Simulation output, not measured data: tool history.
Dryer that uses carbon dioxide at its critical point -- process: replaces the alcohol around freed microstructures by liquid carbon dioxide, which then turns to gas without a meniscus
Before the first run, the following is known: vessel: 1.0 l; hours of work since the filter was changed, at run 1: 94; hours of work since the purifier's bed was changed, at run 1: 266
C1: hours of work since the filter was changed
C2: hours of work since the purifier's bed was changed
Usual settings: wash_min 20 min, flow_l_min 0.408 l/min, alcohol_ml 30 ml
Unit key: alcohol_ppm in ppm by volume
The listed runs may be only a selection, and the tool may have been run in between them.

{"run": 1, "hour": 0.0, "wash_min": 20, "flow_l_min": 0.408, "alcohol_ml": 30, "C1": 94, "C2": 266, "alcohol_ppm": 125}
{"run": 2, "hour": 9.3, "wash_min": 20, "flow_l_min": 0.408, "alcohol_ml": 30, "C1": 99, "C2": 272, "alcohol_ppm": 133}
{"run": 3, "hour": 15.6, "wash_min": 20, "flow_l_min": 0.408, "alcohol_ml": 30, "C1": 103, "C2": 276, "alcohol_ppm": 122}
{"run": 4, "hour": 24.3, "wash_min": 20, "flow_l_min": 0.408, "alcohol_ml": 30, "C1": 109, "C2": 281, "alcohol_ppm": 125}
{"run": 5, "hour": 38.7, "wash_min": 20, "flow_l_min": 0.408, "alcohol_ml": 30, "C1": 117, "C2": 290, "alcohol_ppm": 135}
{"run": 6, "hour": 46.5, "wash_min": 20, "flow_l_min": 0.408, "alcohol_ml": 30, "C1": 122, "C2": 295, "alcohol_ppm": 134}
{"run": 7, "hour": 58.2, "wash_min": 20, "flow_l_min": 0.408, "alcohol_ml": 30, "C1": 129, "C2": 302, "alcohol_ppm": 137}
{"run": 8, "hour": 68.1, "wash_min": 20, "flow_l_min": 0.408, "alcohol_ml": 115, "C1": 136, "C2": 308, "alcohol_ppm": 376}
{"run": 9, "hour": 80.2, "wash_min": 20, "flow_l_min": 0.446, "alcohol_ml": 30, "C1": 143, "C2": 315, "alcohol_ppm": 110}
{"run": 10, "hour": 93.1, "wash_min": 20, "flow_l_min": 0.446, "alcohol_ml": 30, "C1": 151, "C2": 323, "alcohol_ppm": 120}
{"run": 11, "hour": 103.9, "wash_min": 20, "flow_l_min": 0.446, "alcohol_ml": 30, "C1": 158, "C2": 330, "alcohol_ppm": 114}
{"run": 12, "hour": 112.0, "wash_min": 17, "flow_l_min": 0.408, "alcohol_ml": 30, "C1": 163, "C2": 335, "alcohol_ppm": 284}
{"run": 13, "hour": 125.5, "wash_min": 20, "flow_l_min": 0.408, "alcohol_ml": 52, "C1": 171, "C2": 343, "alcohol_ppm": 230}
{"run": 14, "hour": 135.8, "wash_min": 20, "flow_l_min": 0.408, "alcohol_ml": 52, "C1": 177, "C2": 350, "alcohol_ppm": 243}
{"run": 15, "hour": 142.1, "wash_min": 20, "flow_l_min": 0.408, "alcohol_ml": 52, "C1": 181, "C2": 354, "alcohol_ppm": 236}
{"run": 16, "hour": 148.5, "wash_min": 20, "flow_l_min": 0.408, "alcohol_ml": 52, "C1": 185, "C2": 357, "alcohol_ppm": 236}
{"run": 17, "hour": 160.7, "wash_min": 20, "flow_l_min": 0.408, "alcohol_ml": 30, "C1": 193, "C2": 365, "alcohol_ppm": 165}
{"run": 18, "hour": 173.2, "wash_min": 20, "flow_l_min": 0.309, "alcohol_ml": 92, "C1": 200, "C2": 373, "alcohol_ppm": 1307}
{"run": 19, "hour": 184.5, "wash_min": 20, "flow_l_min": 0.408, "alcohol_ml": 98, "C1": 207, "C2": 380, "alcohol_ppm": 422}
{"run": 20, "hour": 193.8, "wash_min": 20, "flow_l_min": 0.253, "alcohol_ml": 29, "C1": 213, "C2": 385, "alcohol_ppm": 950}
{"run": 21, "hour": 202.9, "wash_min": 17, "flow_l_min": 0.445, "alcohol_ml": 78, "C1": 219, "C2": 391, "alcohol_ppm": 531}
{"run": 22, "hour": 215.2, "wash_min": 17, "flow_l_min": 0.445, "alcohol_ml": 78, "C1": 226, "C2": 399, "alcohol_ppm": 517}
{"run": 23, "hour": 226.6, "wash_min": 28, "flow_l_min": 0.498, "alcohol_ml": 98, "C1": 233, "C2": 406, "alcohol_ppm": 84}
{"run": 24, "hour": 235.9, "wash_min": 30, "flow_l_min": 0.668, "alcohol_ml": 27, "C1": 239, "C2": 411, "alcohol_ppm": 80}
{"run": 25, "hour": 246.4, "wash_min": 32, "flow_l_min": 0.668, "alcohol_ml": 90, "C1": 245, "C2": 418, "alcohol_ppm": 77}
{"run": 26, "hour": 254.0, "wash_min": 25, "flow_l_min": 0.568, "alcohol_ml": 55, "C1": 250, "C2": 423, "alcohol_ppm": 84}
{"hour": 266.8, "done": "inlet filter changed"}
{"run": 27, "hour": 267.7, "wash_min": 14, "flow_l_min": 0.4, "alcohol_ml": 25, "C1": 1, "C2": 430, "alcohol_ppm": 407}
{"run": 28, "hour": 277.2, "wash_min": 14, "flow_l_min": 0.4, "alcohol_ml": 25, "C1": 6, "C2": 436, "alcohol_ppm": 426}
{"run": 29, "hour": 290.7, "wash_min": 14, "flow_l_min": 0.4, "alcohol_ml": 25, "C1": 15, "C2": 445, "alcohol_ppm": 423}
{"run": 30, "hour": 304.7, "wash_min": 14, "flow_l_min": 0.4, "alcohol_ml": 25, "C1": 23, "C2": 453, "alcohol_ppm": 438}
{"run": 31, "hour": 311.1, "wash_min": 14, "flow_l_min": 0.4, "alcohol_ml": 25, "C1": 27, "C2": 457, "alcohol_ppm": 428}
{"run": 32, "hour": 320.2, "wash_min": 12, "flow_l_min": 0.329, "alcohol_ml": 30, "C1": 33, "C2": 463, "alcohol_ppm": 1535}
{"run": 33, "hour": 334.4, "wash_min": 12, "flow_l_min": 0.329, "alcohol_ml": 30, "C1": 42, "C2": 471, "alcohol_ppm": 1603}

Selected run-to-run steps in alcohol_ppm, each split into two signed amounts: the part the tool would show with no hidden state at all (from settings, incoming material and random variation), and the remainder, which goes to the hidden state together with any gauge scatter not common to the measured and the hidden-state-free results:
The hidden state here: flow that reaches the vessel past the clogged filter, %; alcohol in the recycled carbon dioxide, ppm; drift of the gauge itself on alcohol_ppm, %.
Run 17 -> 18: flow_l_min 0.408 -> 0.309, alcohol_ml 30 -> 92. alcohol_ppm +1142 ppm by volume: hidden state +455, all else +687.
Run 18 -> 19: flow_l_min 0.309 -> 0.408, alcohol_ml 92 -> 98. alcohol_ppm -885 ppm by volume: hidden state -326, all else -559.
Run 22 -> 23: wash_min 17 -> 28, flow_l_min 0.445 -> 0.498, alcohol_ml 78 -> 98. alcohol_ppm -433 ppm by volume: hidden state -222, all else -211.
Run 31 -> 32: wash_min 14 -> 12, flow_l_min 0.400 -> 0.329, alcohol_ml 25 -> 30. alcohol_ppm +1107 ppm by volume: hidden state +74, all else +1033.

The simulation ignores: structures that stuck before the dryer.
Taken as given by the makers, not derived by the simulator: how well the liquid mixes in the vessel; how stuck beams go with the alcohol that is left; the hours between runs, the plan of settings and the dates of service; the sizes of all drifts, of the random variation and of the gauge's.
